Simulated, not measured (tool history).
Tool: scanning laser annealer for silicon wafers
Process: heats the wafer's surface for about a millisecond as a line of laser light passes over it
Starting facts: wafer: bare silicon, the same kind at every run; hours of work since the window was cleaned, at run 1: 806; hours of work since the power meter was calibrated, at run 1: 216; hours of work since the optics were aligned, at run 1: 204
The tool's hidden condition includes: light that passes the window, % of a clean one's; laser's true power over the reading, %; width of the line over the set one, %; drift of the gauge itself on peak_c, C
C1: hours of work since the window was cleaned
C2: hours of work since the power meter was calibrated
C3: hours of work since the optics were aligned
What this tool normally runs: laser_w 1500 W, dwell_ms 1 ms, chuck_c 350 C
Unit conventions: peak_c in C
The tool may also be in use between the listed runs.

{"run": 1, "day": 0.0, "laser_w": 1500, "dwell_ms": 1, "chuck_c": 350, "C1": 806, "C2": 216, "C3": 204, "peak_c": 1057}
{"run": 2, "day": 0.75, "laser_w": 1500, "dwell_ms": 1, "chuck_c": 350, "C1": 817, "C2": 228, "C3": 215, "peak_c": 1058}
{"run": 3, "day": 1.421, "laser_w": 1500, "dwell_ms": 0.84, "chuck_c": 350, "C1": 827, "C2": 238, "C3": 226, "peak_c": 998}
{"run": 4, "day": 1.804, "laser_w": 1500, "dwell_ms": 0.84, "chuck_c": 350, "C1": 833, "C2": 244, "C3": 232, "peak_c": 994}
{"run": 5, "day": 2.604, "laser_w": 1500, "dwell_ms": 0.84, "chuck_c": 350, "C1": 846, "C2": 256, "C3": 244, "peak_c": 990}
{"run": 6, "day": 3.204, "laser_w": 1500, "dwell_ms": 0.84, "chuck_c": 350, "C1": 855, "C2": 266, "C3": 253, "peak_c": 993}
{"run": 7, "day": 3.783, "laser_w": 1500, "dwell_ms": 0.84, "chuck_c": 350, "C1": 864, "C2": 275, "C3": 262, "peak_c": 993}
{"run": 8, "day": 4.292, "laser_w": 1500, "dwell_ms": 0.84, "chuck_c": 350, "C1": 872, "C2": 282, "C3": 270, "peak_c": 993}
{"run": 9, "day": 5.129, "laser_w": 1377, "dwell_ms": 1, "chuck_c": 350, "C1": 885, "C2": 295, "C3": 283, "peak_c": 986}
{"run": 10, "day": 5.604, "laser_w": 1377, "dwell_ms": 1, "chuck_c": 350, "C1": 892, "C2": 303, "C3": 290, "peak_c": 987}
{"day": 5.871, "done": "window over the wafer cleaned"}
{"run": 11, "day": 6.5, "laser_w": 1284, "dwell_ms": 0.9, "chuck_c": 368, "C1": 10, "C2": 315, "C3": 303, "peak_c": 916}
{"run": 12, "day": 7.258, "laser_w": 1632, "dwell_ms": 0.76, "chuck_c": 350, "C1": 21, "C2": 327, "C3": 314, "peak_c": 1028}
{"run": 13, "day": 7.65, "laser_w": 1349, "dwell_ms": 1.03, "chuck_c": 336, "C1": 27, "C2": 333, "C3": 321, "peak_c": 970}
{"run": 14, "day": 8.254, "laser_w": 1349, "dwell_ms": 1.03, "chuck_c": 336, "C1": 37, "C2": 342, "C3": 330, "peak_c": 968}
{"run": 15, "day": 8.988, "laser_w": 1559, "dwell_ms": 0.79, "chuck_c": 351, "C1": 48, "C2": 354, "C3": 341, "peak_c": 1001}

Forecast each of these 3 alternatives for the next run:
{"run": "A", "day": 9.354, "laser_w": 1559, "dwell_ms": 0.87, "chuck_c": 351, "C1": 54, "C2": 359, "C3": 347, "peak_c": "?"}
{"run": "B", "day": 9.354, "laser_w": 1435, "dwell_ms": 1.21, "chuck_c": 354, "C1": 54, "C2": 359, "C3": 347, "peak_c": "?"}
{"run": "C", "day": 9.354, "laser_w": 1559, "dwell_ms": 0.79, "chuck_c": 310, "C1": 54, "C2": 359, "C3": 347, "peak_c": "?"}

run=A peak_c=1041
run=B peak_c=1101
run=C peak_c=963
Had the tool no hidden state, the same runs would have come out as:
run=A peak_c=1041
run=B peak_c=1101
run=C peak_c=963
